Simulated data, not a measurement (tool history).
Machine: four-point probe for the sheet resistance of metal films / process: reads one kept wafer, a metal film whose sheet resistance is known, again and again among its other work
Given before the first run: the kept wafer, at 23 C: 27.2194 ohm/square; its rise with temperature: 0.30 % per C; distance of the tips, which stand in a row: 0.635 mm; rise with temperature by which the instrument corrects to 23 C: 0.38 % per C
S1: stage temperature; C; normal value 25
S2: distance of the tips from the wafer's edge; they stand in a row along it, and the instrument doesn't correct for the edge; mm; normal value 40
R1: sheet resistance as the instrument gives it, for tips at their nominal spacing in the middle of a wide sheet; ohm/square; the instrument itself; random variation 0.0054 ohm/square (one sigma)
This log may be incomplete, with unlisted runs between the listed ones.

run 1 hour=0 | S1=25 S2=40 | R1=27.109885
run 2 hour=53 | S1=25 S2=38 | R1=27.108348
run 3 hour=104.1 | S1=25 S2=38 | R1=27.11427
run 4 hour=154.7 | S1=25 S2=63 | R1=27.10674
run 5 hour=211.3 | S1=25 S2=40 | R1=27.109185
run 6 hour=248.4 | S1=25 S2=13 | R1=27.133503
run 7 hour=277.7 | S1=25 S2=13 | R1=27.134877
run 8 hour=329.7 | S1=25 S2=13 | R1=27.136446
run 9 hour=367.3 | S1=25 S2=13 | R1=27.131221
-- hour=372.3 stage's thermometer calibrated
run 10 hour=399.7 | S1=19 S2=14 | R1=27.273577
run 11 hour=446 | S1=19 S2=14 | R1=27.250884
run 12 hour=494.6 | S1=27 S2=4 | R1=27.426312
run 13 hour=532.4 | S1=27 S2=4 | R1=27.414862
run 14 hour=575.4 | S1=27 S2=4 | R1=27.428119
-- hour=584.5 stage's thermometer calibrated, once more
run 15 hour=626.6 | S1=27 S2=4 | R1=27.397799
run 16 hour=687.6 | S1=27 S2=4 | R1=27.389048

Each row is a separate what-if for the run after 16, all from the same tool condition, not one after another. Results?
run A hour=732.5 | S1=27 S2=72 | R1=?
run B hour=732.5 | S1=20 S2=11 | R1=?
run C hour=732.5 | S1=32 S2=4 | R1=?
run D hour=732.5 | S1=24 S2=13 | R1=?
run E hour=732.5 | S1=27 S2=45 | R1=?

run=A R1=27.023046
run=B R1=27.235942
run=C R1=27.293993
run=D R1=27.126573
run=E R1=27.041079
With no hidden state in the tool, these same runs would have given:
run=A R1=27.12399
run=B R1=27.337598
run=C R1=27.395889
run=D R1=27.227865
run=E R1=27.142091
